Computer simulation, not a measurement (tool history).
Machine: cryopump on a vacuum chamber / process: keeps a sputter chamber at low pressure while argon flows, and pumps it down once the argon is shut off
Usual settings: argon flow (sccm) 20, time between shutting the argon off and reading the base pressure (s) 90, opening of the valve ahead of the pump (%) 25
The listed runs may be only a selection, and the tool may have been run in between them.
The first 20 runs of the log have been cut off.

| run | day | argon flow (sccm) | time between shutting the argon off and reading the base pressure (s) | opening of the valve ahead of the pump (%) | hours of work since the pump was warmed up and emptied | hours of work since the cold head was overhauled | hours of work since the chamber's fittings were tightened | pressure while argon flows (Pa) | pressure after the wait (uPa) |
|---|---|---|---|---|---|---|---|---|---|
| 21 | 44.7 | 20 | 90 | 15 | 150 | 1682 | 1327 | 0.1024 | 1.53 |
| 22 | 46.108 | 20 | 90 | 15 | 170 | 1702 | 1347 | 0.1031 | 1.47 |
| 23 | 48.979 | 20 | 90 | 15 | 210 | 1742 | 1388 | 0.1038 | 1.59 |
| 24 | 50.217 | 20 | 90 | 15 | 228 | 1760 | 1405 | 0.1042 | 1.62 |
| 25 | 52.512 | 20 | 90 | 15 | 261 | 1793 | 1438 | 0.1041 | 1.61 |
| 26 | 53.808 | 10 | 49 | 34 | 279 | 1811 | 1456 | 0.0233 | 2.18 |
| 27 | 56.496 | 10 | 49 | 34 | 317 | 1849 | 1494 | 0.0241 | 2.19 |
| 28 | 59.212 | 18 | 90 | 25 | 356 | 1888 | 1533 | 0.0564 | 1.63 |
| 29 | 62.067 | 20 | 71 | 32 | 396 | 1928 | 1573 | 0.0504 | 1.93 |
| 30 | 64.033 | 20 | 71 | 32 | 424 | 1956 | 1601 | 0.0512 | 1.99 |
| 31 | 66.846 | 14 | 71 | 58 | 464 | 1996 | 1641 | 0.0206 | 1.99 |
| 32 | 68.338 | 15 | 69 | 58 | 485 | 2017 | 1663 | 0.023 | 2.04 |
| 33 | 70.367 | 20 | 31 | 50 | 514 | 2046 | 1691 | 0.0348 | 3.11 |
| 34 | 72.817 | 20 | 31 | 50 | 549 | 2081 | 1726 | 0.0346 | 3.15 |

Here are 3 independent what-if runs from the current tool condition. What would each one return?
| A | 75.358 | 21 | 101 | 25 | 585 | 2117 | 1762 | ? | ? |
| B | 75.358 | 15 | 42 | 50 | 585 | 2117 | 1762 | ? | ? |
| C | 75.358 | 13 | 68 | 25 | 585 | 2117 | 1762 | ? | ? |

| run | pressure while argon flows (Pa) | pressure after the wait (uPa) |
|---|---|---|
| A | 0.0696 | 1.88 |
| B | 0.0266 | 2.67 |
| C | 0.0428 | 2.19 |
What these runs would have given with no unlogged condition in the tool:
| run | pressure while argon flows (Pa) | pressure after the wait (uPa) |
|---|---|---|
| A | 0.065 | 0.77 |
| B | 0.0234 | 1.59 |
| C | 0.04 | 1.08 |
